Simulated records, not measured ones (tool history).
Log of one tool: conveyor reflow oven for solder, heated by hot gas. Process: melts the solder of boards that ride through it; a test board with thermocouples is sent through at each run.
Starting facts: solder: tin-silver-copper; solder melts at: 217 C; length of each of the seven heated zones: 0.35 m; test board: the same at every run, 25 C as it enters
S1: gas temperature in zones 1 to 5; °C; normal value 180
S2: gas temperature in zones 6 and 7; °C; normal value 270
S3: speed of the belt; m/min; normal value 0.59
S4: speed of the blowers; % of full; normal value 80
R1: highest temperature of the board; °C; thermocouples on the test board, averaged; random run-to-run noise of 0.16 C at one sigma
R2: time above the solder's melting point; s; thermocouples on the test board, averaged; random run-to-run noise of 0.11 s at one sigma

run	hour	S1	S2	S3	S4	R1	R2
1	0	180	270	0.59	80	255.7	57.8
2	29	180	270	0.59	63	251.6	54.5
3	52.4	180	270	0.59	63	251.8	54.6
4	76.4	180	270	0.59	80	255.4	57.4
5	109.1	175	270	0.59	80	254.6	55.2
6	136.5	180	270	0.59	57	249.9	52.6
7	157.4	180	270	0.59	80	255.3	57.5
8	179.3	180	270	0.59	80	255.3	57.2
9	210.8	180	270	0.619	80	253.4	53.3
10	237.2	180	270	0.59	60	250.5	53.5
11	258.1	180	270	0.612	80	253.9	54.2
12	287.6	180	271	0.59	80	255.8	57.8
# hour 308.4: belt drive overhauled, speed set with a stopwatch
13	326.6	180	271	0.59	80	255.6	57
14	343.2	180	271	0.614	80	253.9	53.6
15	374.1	167	271	0.614	80	251.4	47.5
16	395.2	180	277	0.59	61	256.4	56.5
17	412.5	169	270	0.59	75	251.5	50.3
18	435	169	270	0.59	80	252.4	51.3
19	450.2	169	276	0.612	70	253.9	49.7
20	479.5	189	276	0.59	80	260.8	63.4
21	514.1	166	262	0.59	80	244.9	44.7
22	538.1	180	270	0.493	52	254.4	67.3
23	567.6	176	271	0.61	71	251.4	50.4
24	589.5	192	260	0.505	71	250.4	70
25	618.6	195	279	0.505	79	268.4	81.2

Each row is a separate what-if for the run after 25, all from the same tool condition, not one after another. Results?
A	649.3	166	279	0.505	79	?	?
B	649.3	180	270	0.632	88	?	?
C	649.3	180	270	0.505	80	?	?

run	R1	R2
A	264.7	68.1
B	253.2	51.5
C	258.5	69.8
With the hidden condition removed and each run's random variation left untouched, the same runs would have given:
run	R1	R2
A	265.6	68.7
B	254.3	52.5
C	259	70.3
